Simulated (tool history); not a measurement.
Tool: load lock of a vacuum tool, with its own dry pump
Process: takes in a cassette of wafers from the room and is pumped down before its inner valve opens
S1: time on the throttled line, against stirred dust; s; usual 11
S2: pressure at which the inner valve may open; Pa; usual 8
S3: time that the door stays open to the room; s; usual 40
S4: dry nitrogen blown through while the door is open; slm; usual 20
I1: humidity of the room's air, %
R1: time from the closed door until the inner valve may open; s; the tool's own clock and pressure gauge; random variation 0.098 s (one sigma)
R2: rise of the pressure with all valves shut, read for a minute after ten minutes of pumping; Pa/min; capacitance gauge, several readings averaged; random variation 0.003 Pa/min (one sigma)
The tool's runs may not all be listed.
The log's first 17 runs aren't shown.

run 18 hour=1694.6 | S1=11 S2=8 S3=117 S4=20 | I1=44.2 | R1=21.36 R2=0.073
run 19 hour=1810.2 | S1=11 S2=8 S3=117 S4=20 | I1=44.7 | R1=21.46 R2=0.078
run 20 hour=1880.6 | S1=13 S2=8 S3=117 S4=6 | I1=43.2 | R1=22.77 R2=0.116
run 21 hour=2016.1 | S1=13 S2=8 S3=117 S4=6 | I1=45.9 | R1=22.99 R2=0.121
run 22 hour=2109.7 | S1=17 S2=7 S3=28 S4=24 | I1=45.2 | R1=25.72 R2=0.047
run 23 hour=2197.1 | S1=9 S2=8 S3=40 S4=43 | I1=46.7 | R1=20 R2=0.041
run 24 hour=2286.1 | S1=9 S2=8 S3=40 S4=43 | I1=46.3 | R1=20.07 R2=0.049
run 25 hour=2366.1 | S1=9 S2=8 S3=40 S4=43 | I1=43 | R1=20.06 R2=0.048
run 26 hour=2507.2 | S1=18 S2=8 S3=40 S4=20 | I1=45.1 | R1=26.61 R2=0.067
run 27 hour=2572.4 | S1=11 S2=6 S3=40 S4=11 | I1=45.5 | R1=21.94 R2=0.078
run 28 hour=2673.3 | S1=11 S2=6 S3=40 S4=11 | I1=45.5 | R1=21.99 R2=0.078
run 29 hour=2791.3 | S1=11 S2=6 S3=40 S4=11 | I1=48.1 | R1=22.17 R2=0.082
run 30 hour=2865.9 | S1=9 S2=12 S3=40 S4=11 | I1=42.4 | R1=19.51 R2=0.072
run 31 hour=2949 | S1=12 S2=8 S3=61 S4=7 | I1=49.9 | R1=22.43 R2=0.108
run 32 hour=3042.9 | S1=11 S2=6 S3=40 S4=20 | I1=44.3 | R1=22.05 R2=0.065
run 33 hour=3142.2 | S1=11 S2=6 S3=40 S4=20 | I1=45.7 | R1=22.18 R2=0.066
run 34 hour=3240.1 | S1=11 S2=6 S3=40 S4=20 | I1=45.4 | R1=22.21 R2=0.071
run 35 hour=3378.3 | S1=11 S2=6 S3=40 S4=20 | I1=48.3 | R1=22.19 R2=0.076
run 36 hour=3498.8 | S1=9 S2=8 S3=35 S4=20 | I1=43.6 | R1=20.17 R2=0.071
run 37 hour=3582.1 | S1=11 S2=14 S3=40 S4=20 | I1=44.9 | R1=20.8 R2=0.071

4 ways to go on from here, each from the tool as it stands after run 37. What would each give?
run A hour=3667 | S1=9 S2=14 S3=40 S4=20 | I1=44.1 | R1=? R2=?
run B hour=3667 | S1=11 S2=15 S3=29 S4=20 | I1=46.7 | R1=? R2=?
run C hour=3667 | S1=11 S2=8 S3=43 S4=20 | I1=42.1 | R1=? R2=?
run D hour=3667 | S1=11 S2=16 S3=40 S4=33 | I1=44.9 | R1=? R2=?

run=A R1=19.39 R2=0.072
run=B R1=20.79 R2=0.075
run=C R1=21.75 R2=0.077
run=D R1=20.7 R2=0.063
Without the tool's hidden state the same runs would have given:
run=A R1=18.69 R2=0.036
run=B R1=20.14 R2=0.039
run=C R1=21.05 R2=0.04
run=D R1=20.06 R2=0.027
